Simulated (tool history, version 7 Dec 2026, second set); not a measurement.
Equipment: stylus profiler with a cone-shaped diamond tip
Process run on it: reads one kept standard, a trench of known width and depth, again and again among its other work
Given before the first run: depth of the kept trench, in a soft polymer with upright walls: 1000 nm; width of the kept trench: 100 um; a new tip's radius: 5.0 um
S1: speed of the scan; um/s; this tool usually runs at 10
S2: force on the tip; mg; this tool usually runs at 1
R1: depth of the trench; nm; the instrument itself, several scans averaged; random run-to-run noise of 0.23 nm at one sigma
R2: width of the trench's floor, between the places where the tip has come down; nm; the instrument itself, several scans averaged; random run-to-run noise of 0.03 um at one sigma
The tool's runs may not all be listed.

run	hour	S1	S2	R1	R2
1	0	10	1	1006.13	92540
2	38.6	10	1	1005.53	92480
3	79.9	10	1	1005.87	92430
4	120.6	24	1	1005.54	92190
5	193.8	24	1	1005.26	92120
6	233.6	24	1	1005.15	92110
7	301.1	3	1	1005.21	92250
8	378.9	3	1	1005.53	92200
9	431.5	10	1	1004.97	92030
10	478.2	10	1	1005.15	92010
11	552.9	10	1	1004.58	91880
12	621.7	10	1	1004.51	91830
13	673.1	10	1	1004.41	91770
14	720.2	10	1	1004.42	91820
15	807.4	10	2	1009.08	91750
16	857.5	6	2	1009.32	91680
# hour 864.2: height scale calibrated on a step standard
17	934.7	33	2.62	1009.89	91500
18	1025.2	2	2.28	1008.3	91570
19	1070.8	4	1.2	1002.6	91480
# hour 1133.3: new tip fitted, height scale calibrated
20	1145.3	5	0.95	1008.02	93880
# hour 1234: height scale calibrated on a step standard, once more
21	1237.2	5	0.95	1008.3	93810
22	1296.7	3	1	1008.43	93750
23	1351.6	29	0.51	1005.38	93330
24	1397.6	29	1.58	1011.37	93470
25	1439	35	0.81	1006.67	93150
26	1485.6	20	1.35	1009.68	93370
27	1565.4	20	1.35	1009.66	93210
28	1625	11	1.47	1010.38	93340
29	1664.5	10	0.66	1005.77	93160
30	1746.7	16	1.04	1007.45	93080
31	1805	39	0.66	1005.21	92770
32	1863.4	2	1.2	1008.63	93050

Alternative continuations, all from the tool just after run 32; predict every row:
A	1909.7	36	1.2	?	?
B	1909.7	8	0.68	?	?
C	1909.7	2	0.92	?	?
D	1909.7	15	0.55	?	?
E	1909.7	23	0.47	?	?

run	R1	R2
A	1008.3	92680
B	1004.74	92930
C	1006.52	93030
D	1004.37	92850
E	1003.83	92780
Stripped of hidden state, with their random variation kept, the same runs would have yielded:
run	R1	R2
A	1009.94	93650
B	1006.38	93900
C	1008.16	94000
D	1006	93820
E	1005.46	93750

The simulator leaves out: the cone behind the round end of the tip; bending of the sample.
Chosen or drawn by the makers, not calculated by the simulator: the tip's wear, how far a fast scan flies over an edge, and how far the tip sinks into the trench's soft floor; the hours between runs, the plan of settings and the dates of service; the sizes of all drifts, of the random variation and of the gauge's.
